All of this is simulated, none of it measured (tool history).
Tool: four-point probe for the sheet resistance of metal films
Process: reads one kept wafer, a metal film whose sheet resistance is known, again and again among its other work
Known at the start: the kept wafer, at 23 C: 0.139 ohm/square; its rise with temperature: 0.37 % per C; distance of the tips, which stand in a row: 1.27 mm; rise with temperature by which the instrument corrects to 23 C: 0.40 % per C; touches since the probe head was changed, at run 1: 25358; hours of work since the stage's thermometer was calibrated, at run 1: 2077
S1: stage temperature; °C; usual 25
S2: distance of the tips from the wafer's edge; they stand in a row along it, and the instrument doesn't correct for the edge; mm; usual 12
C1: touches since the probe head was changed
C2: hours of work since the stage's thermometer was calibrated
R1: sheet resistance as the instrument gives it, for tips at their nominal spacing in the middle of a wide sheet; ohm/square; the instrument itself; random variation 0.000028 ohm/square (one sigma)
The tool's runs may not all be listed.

| run | hour | S1 | S2 | C1 | C2 | R1 |
|---|---|---|---|---|---|---|
| 1 | 0.0 | 25 | 12 | 25358 | 2077 | 0.139776 |
| 2 | 43.9 | 25 | 12 | 26646 | 2109 | 0.139766 |
| 3 | 83.6 | 25 | 12 | 27808 | 2138 | 0.139791 |
| 4 | 113.6 | 25 | 12 | 28690 | 2159 | 0.139758 |
| 5 | 155.8 | 25 | 12 | 29926 | 2190 | 0.139783 |
| 6 | 209.9 | 25 | 12 | 31513 | 2229 | 0.139790 |
| 7 | 245.4 | 20 | 4 | 32555 | 2254 | 0.146255 |
| 8 | 300.2 | 24 | 47 | 34160 | 2294 | 0.139033 |
| 9 | 347.9 | 19 | 19 | 35560 | 2328 | 0.139506 |
| 10 | 388.3 | 19 | 19 | 36746 | 2358 | 0.139518 |
| 11 | 422.6 | 19 | 19 | 37751 | 2382 | 0.139479 |
| 12 | 462.3 | 19 | 19 | 38915 | 2411 | 0.139524 |

4 ways to go on from here, each from the tool as it stands after run 12. What would each give?
| A | 510.0 | 22 | 4 | 40313 | 2445 | ? |
| B | 510.0 | 25 | 11 | 40313 | 2445 | ? |
| C | 510.0 | 19 | 13 | 40313 | 2445 | ? |
| D | 510.0 | 21 | 12 | 40313 | 2445 | ? |

| run | R1 |
|---|---|
| A | 0.146183 |
| B | 0.139963 |
| C | 0.139888 |
| D | 0.139916 |
Without the tool's hidden state the same runs would have given:
| run | R1 |
|---|---|
| A | 0.146181 |
| B | 0.139961 |
| C | 0.139887 |
| D | 0.139914 |
